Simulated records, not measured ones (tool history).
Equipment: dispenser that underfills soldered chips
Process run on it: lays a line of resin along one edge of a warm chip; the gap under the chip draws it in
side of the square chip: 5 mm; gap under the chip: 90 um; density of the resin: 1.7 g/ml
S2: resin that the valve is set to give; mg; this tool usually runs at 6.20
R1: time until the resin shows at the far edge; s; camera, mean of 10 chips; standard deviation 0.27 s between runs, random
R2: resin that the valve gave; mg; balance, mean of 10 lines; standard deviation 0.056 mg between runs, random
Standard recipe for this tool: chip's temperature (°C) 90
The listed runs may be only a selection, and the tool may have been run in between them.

Run 1, day 0.000: usual settings. Result: R1 6.6 s, R2 6.18 mg.
At day 0.058: new syringe of resin.
Run 2, day 0.179: usual settings. Result: R1 6.1 s, R2 6.18 mg.
Run 3, day 0.317: usual settings but S2 5.88 mg. Result: R1 6.6 s, R2 5.77 mg.
At day 0.475: new syringe of resin.
Run 4, day 0.512: usual settings. Result: R1 5.2 s, R2 6.06 mg.
Run 5, day 0.692: usual settings. Result: R1 6.4 s, R2 6.12 mg.
Run 6, day 0.867: usual settings but S2 7.59 mg. Result: R1 7.1 s, R2 7.49 mg.
At day 0.888: new syringe of resin.
Run 7, day 1.021: usual settings but S2 7.59 mg. Result: R1 5.7 s, R2 7.49 mg.
Run 8, day 1.175: usual settings but S2 7.59 mg. Result: R1 6.2 s, R2 7.42 mg.
At day 1.312: new syringe of resin.
Run 9, day 1.333: usual settings but S2 7.59 mg. Result: R1 5.9 s, R2 7.46 mg.
Run 10, day 1.421: usual settings but S2 7.59 mg. Result: R1 6.2 s, R2 7.33 mg.
Run 11, day 1.621: usual settings but chip's temperature (°C) 101, S2 7.18 mg. Result: R1 4.5 s, R2 6.91 mg.
At day 1.725: new syringe of resin.
Run 12, day 1.829: usual settings but chip's temperature (°C) 101, S2 7.18 mg. Result: R1 3.7 s, R2 6.93 mg.
Run 13, day 2.029: usual settings but S2 7.18 mg. Result: R1 6.3 s, R2 6.88 mg.
At day 2.150: new syringe of resin.
Run 14, day 2.171: usual settings but S2 7.18 mg. Result: R1 5.2 s, R2 6.94 mg.
Run 15, day 2.367: usual settings but chip's temperature (°C) 84, S2 6.73 mg. Result: R1 7.2 s, R2 6.44 mg.
Run 16, day 2.483: usual settings but chip's temperature (°C) 93, S2 7.40 mg. Result: R1 5.8 s, R2 7.04 mg.
At day 2.571: new syringe of resin.
Run 17, day 2.604: usual settings but chip's temperature (°C) 93, S2 7.40 mg. Result: R1 5.2 s, R2 7.06 mg.

Here are 4 independent what-if runs from the current tool condition. What would each one return?
Run A, day 2.729: usual settings but chip's temperature (°C) 105, S2 5.37 mg. Result: R1 ?, R2 ?.
Run B, day 2.729: usual settings but chip's temperature (°C) 82, S2 7.40 mg. Result: R1 ?, R2 ?.
Run C, day 2.729: usual settings but chip's temperature (°C) 76, S2 6.74 mg. Result: R1 ?, R2 ?.
Run D, day 2.729: usual settings but S2 7.49 mg. Result: R1 ?, R2 ?.

run    R1    R2
  A   2.9  5.10
  B   8.2  6.97
  C  10.7  6.31
  D   6.2  7.03
With no hidden state in the tool, these same runs would have given:
run    R1    R2
  A   2.7  5.36
  B   7.8  7.34
  C  10.2  6.65
  D   5.9  7.40
